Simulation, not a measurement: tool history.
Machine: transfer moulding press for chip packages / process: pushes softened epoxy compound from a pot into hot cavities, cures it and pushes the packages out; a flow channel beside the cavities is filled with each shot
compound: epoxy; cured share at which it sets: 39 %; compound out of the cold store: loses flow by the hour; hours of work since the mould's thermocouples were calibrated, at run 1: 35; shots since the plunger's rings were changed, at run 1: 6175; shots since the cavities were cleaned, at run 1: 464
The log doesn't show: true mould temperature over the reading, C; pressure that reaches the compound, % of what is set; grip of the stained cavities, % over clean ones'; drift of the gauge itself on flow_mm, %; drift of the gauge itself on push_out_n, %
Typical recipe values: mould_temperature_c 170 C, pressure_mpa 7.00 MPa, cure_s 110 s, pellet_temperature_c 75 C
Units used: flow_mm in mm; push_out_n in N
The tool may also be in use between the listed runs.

run	day	mould_temperature_c	pressure_mpa	cure_s	pellet_temperature_c	hours of work since the mould's thermocouples were calibrated	shots since the plunger's rings were changed	shots since the cavities were cleaned	incoming compound's hours out of the cold store	flow_mm	push_out_n
1	0.000	170	7.00	110	75	35	6175	464	39.8	630	483
# day 1.117: cavities cleaned with cleaning compound and waxed
2	1.662	170	7.00	110	75	55	6544	126	27.6	659	502
# day 3.096: plunger's sealing rings changed
3	3.100	170	7.00	110	75	72	2	434	45.7	622	473
# day 4.283: cavities cleaned with cleaning compound and waxed
4	5.954	170	7.00	110	75	108	644	384	19.4	682	511
# day 7.258: cavities cleaned with cleaning compound and waxed
5	8.029	170	7.00	109	75	134	1108	177	11.8	708	524
# day 10.329: cavities cleaned with cleaning compound and waxed
6	10.929	170	7.00	109	75	170	1762	138	23.0	675	514
7	12.208	170	7.00	110	75	186	2056	432	45.6	620	484
# day 13.300: cavities cleaned with cleaning compound and waxed
8	13.612	170	7.00	110	78	204	2365	71	36.0	641	479
9	15.275	165	7.00	110	75	225	2749	455	34.2	662	684
# day 16.325: cavities cleaned with cleaning compound and waxed
10	17.183	165	7.00	110	75	249	3174	197	33.2	664	656
# day 19.304: cavities cleaned with cleaning compound and waxed
11	20.279	165	5.48	110	67	287	3873	224	27.6	597	714
# day 22.375: cavities cleaned with cleaning compound and waxed
12	23.346	170	6.51	110	75	326	4565	224	47.8	589	474
# day 25.304: cavities cleaned with cleaning compound and waxed
13	25.800	172	7.00	110	72	356	5116	114	18.2	685	470
14	27.825	172	7.00	110	72	382	5583	581	27.6	659	465
# day 28.200: cavities cleaned with cleaning compound and waxed
15	29.233	176	6.86	120	68	399	5893	238	38.8	614	398
# day 31.342: cavities cleaned with cleaning compound and waxed
16	31.546	165	7.00	109	75	428	6411	47	41.9	643	687
# day 33.471: plunger's sealing rings changed
17	33.471	165	7.00	109	75	452	0	467	26.6	686	738
# day 34.450: cavities cleaned with cleaning compound and waxed
18	34.904	170	7.00	107	75	469	315	104	43.4	623	502
# day 35.721: mould's thermocouples calibrated
# day 37.446: cavities cleaned with cleaning compound and waxed
19	37.446	170	7.00	107	75	21	868	0	19.2	686	512
20	39.250	166	6.40	139	72	44	1284	416	31.3	635	458

5 options for the next run, each taken on its own from the tool as it stands now. Forecast them:
# day 40.479: cavities cleaned with cleaning compound and waxed
A	40.829	176	6.40	139	72	64	1633	81	8.7	?	?
# day 40.479: cavities cleaned with cleaning compound and waxed
B	40.829	166	5.51	144	76	64	1633	81	10.0	?	?
# day 40.479: cavities cleaned with cleaning compound and waxed
C	40.829	166	8.28	140	72	64	1633	81	25.1	?	?
# day 40.479: cavities cleaned with cleaning compound and waxed
D	40.829	170	6.22	128	77	64	1633	81	37.0	?	?
# day 40.479: cavities cleaned with cleaning compound and waxed
E	40.829	166	7.78	139	72	64	1633	81	43.9	?	?

run	flow_mm	push_out_n
A	672	414
B	649	438
C	743	461
D	606	425
E	669	465
Without the tool's hidden state the same runs would have given:
run	flow_mm	push_out_n
A	673	414
B	649	437
C	743	461
D	606	424
E	669	464
